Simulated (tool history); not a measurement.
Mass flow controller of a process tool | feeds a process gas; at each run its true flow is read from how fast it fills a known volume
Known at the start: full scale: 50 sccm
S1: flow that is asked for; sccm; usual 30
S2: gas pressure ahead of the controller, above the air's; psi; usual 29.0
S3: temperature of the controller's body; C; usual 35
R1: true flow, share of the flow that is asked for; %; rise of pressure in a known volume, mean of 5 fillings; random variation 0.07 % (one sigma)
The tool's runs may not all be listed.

| run | hour | S1 | S2 | S3 | R1 |
|---|---|---|---|---|---|
| 1 | 0.0 | 30 | 29.0 | 35 | 98.04 |
| 2 | 391.9 | 30 | 29.0 | 35 | 98.01 |
| 3 | 619.2 | 23 | 29.0 | 35 | 98.11 |
| 4 | 938.2 | 30 | 20.9 | 35 | 97.53 |
| 5 | 1177.6 | 30 | 29.0 | 35 | 97.89 |
|  | 1344.2 | controller's zero set anew |
|  | 1347.2 | controller exchanged for a calibrated one |
| 6 | 1411.2 | 30 | 29.0 | 35 | 98.57 |
| 7 | 1733.8 | 30 | 29.0 | 35 | 98.54 |
| 8 | 1976.1 | 30 | 29.0 | 35 | 98.41 |
| 9 | 2356.0 | 30 | 29.0 | 35 | 98.50 |
|  | 2468.2 | controller's zero set anew, once more |
| 10 | 2601.0 | 30 | 29.0 | 35 | 98.39 |
| 11 | 2811.8 | 30 | 29.0 | 35 | 98.30 |
| 12 | 3100.6 | 30 | 29.0 | 35 | 98.20 |
| 13 | 3417.3 | 30 | 29.0 | 35 | 98.38 |
| 14 | 3808.3 | 30 | 29.0 | 35 | 98.38 |
| 15 | 4055.9 | 7 | 33.9 | 29 | 99.50 |
| 16 | 4442.8 | 7 | 33.9 | 29 | 99.69 |
| 17 | 4802.2 | 7 | 33.9 | 29 | 99.70 |
| 18 | 5004.3 | 46 | 20.3 | 23 | 99.16 |
| 19 | 5357.5 | 5 | 30.0 | 21 | 101.01 |
| 20 | 5671.2 | 8 | 30.7 | 34 | 99.02 |
| 21 | 6016.6 | 8 | 36.1 | 26 | 100.17 |
| 22 | 6389.6 | 7 | 20.5 | 38 | 98.49 |
| 23 | 6757.1 | 7 | 20.5 | 38 | 98.59 |
| 24 | 7087.8 | 7 | 20.5 | 38 | 98.65 |
| 25 | 7447.6 | 17 | 26.1 | 33 | 98.18 |
| 26 | 7773.5 | 6 | 21.9 | 39 | 99.05 |
| 27 | 8149.7 | 6 | 21.9 | 39 | 99.08 |
| 28 | 8447.3 | 6 | 21.9 | 39 | 99.27 |

3 ways to go on from here, each from the tool as it stands after run 28. What would each give?
| A | 8692.2 | 30 | 29.0 | 28 | ? |
| B | 8692.2 | 30 | 27.0 | 35 | ? |
| C | 8692.2 | 30 | 24.8 | 35 | ? |

| run | R1 |
|---|---|
| A | 98.52 |
| B | 97.73 |
| C | 97.64 |
Without the tool's hidden state the same runs would have given:
| run | R1 |
|---|---|
| A | 99.38 |
| B | 98.59 |
| C | 98.50 |
